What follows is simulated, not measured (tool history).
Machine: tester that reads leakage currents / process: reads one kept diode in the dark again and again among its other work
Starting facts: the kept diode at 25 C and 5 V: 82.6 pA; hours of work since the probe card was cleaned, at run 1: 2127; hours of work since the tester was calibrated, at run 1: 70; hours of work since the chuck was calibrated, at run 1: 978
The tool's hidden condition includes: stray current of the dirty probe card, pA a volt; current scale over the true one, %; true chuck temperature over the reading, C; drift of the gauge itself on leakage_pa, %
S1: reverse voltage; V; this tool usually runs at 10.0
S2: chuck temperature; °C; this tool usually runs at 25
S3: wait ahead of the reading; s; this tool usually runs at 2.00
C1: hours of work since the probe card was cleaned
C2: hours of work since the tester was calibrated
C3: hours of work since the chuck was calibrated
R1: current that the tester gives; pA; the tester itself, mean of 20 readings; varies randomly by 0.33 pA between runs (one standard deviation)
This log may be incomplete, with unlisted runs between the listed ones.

run	hour	S1	S2	S3	C1	C2	C3	R1
1	0.0	10.0	25	2.00	2127	70	978	111.65
2	47.1	10.0	25	1.08	2159	101	1010	111.22
3	118.9	10.0	25	1.08	2206	149	1057	110.64
4	153.4	10.0	25	1.08	2229	172	1080	110.99
5	186.4	10.0	25	2.00	2251	194	1102	110.63
6	222.9	10.0	25	2.00	2275	218	1127	110.53
7	262.0	10.0	25	2.00	2301	244	1152	110.75
8	316.3	8.5	25	2.00	2337	280	1189	103.34
9	378.9	10.0	21	2.00	2379	322	1230	80.49
10	449.3	10.0	21	2.00	2426	368	1277	80.30
11	506.8	10.0	25	2.00	2464	407	1315	110.56
# hour 515.0: chuck's temperature calibrated
12	562.2	10.0	25	2.00	2499	442	31	108.87
13	599.0	10.0	25	2.00	2524	466	56	109.30
14	636.1	10.0	25	3.16	2549	491	80	108.47
15	705.2	1.4	30	0.33	2594	537	126	72.30
16	763.0	2.2	25	0.51	2633	575	165	57.54
17	815.5	10.0	39	0.85	2668	610	200	319.04
# hour 856.4: chuck's temperature calibrated, once more
18	867.8	10.0	20	2.00	2701	644	8	77.12
19	903.9	8.1	44	9.25	2725	668	32	441.09
20	952.0	10.7	20	7.64	2757	700	63	78.68
21	990.9	1.8	25	0.54	2783	725	89	55.59
22	1063.5	10.0	23	0.47	2831	774	138	98.57
23	1125.2	10.0	23	0.47	2872	815	179	98.12
24	1197.4	10.0	34	0.63	2920	863	227	230.47
25	1255.7	6.0	24	0.63	2959	901	265	84.10
26	1290.3	6.3	33	0.84	2982	924	288	174.97

Here are 4 independent what-if runs from the current tool condition. What would each one return?
A	1362.5	3.9	31	7.15	3030	972	336	?
B	1362.5	7.4	33	2.30	3030	972	336	?
C	1362.5	13.0	56	2.00	3030	972	336	?
D	1362.5	18.4	33	0.84	3030	972	336	?

run	R1
A	121.46
B	187.14
C	1236.92
D	273.73
Had the tool no hidden state, the same runs would have come out as:
run	R1
A	121.45
B	186.02
C	1251.04
D	266.74
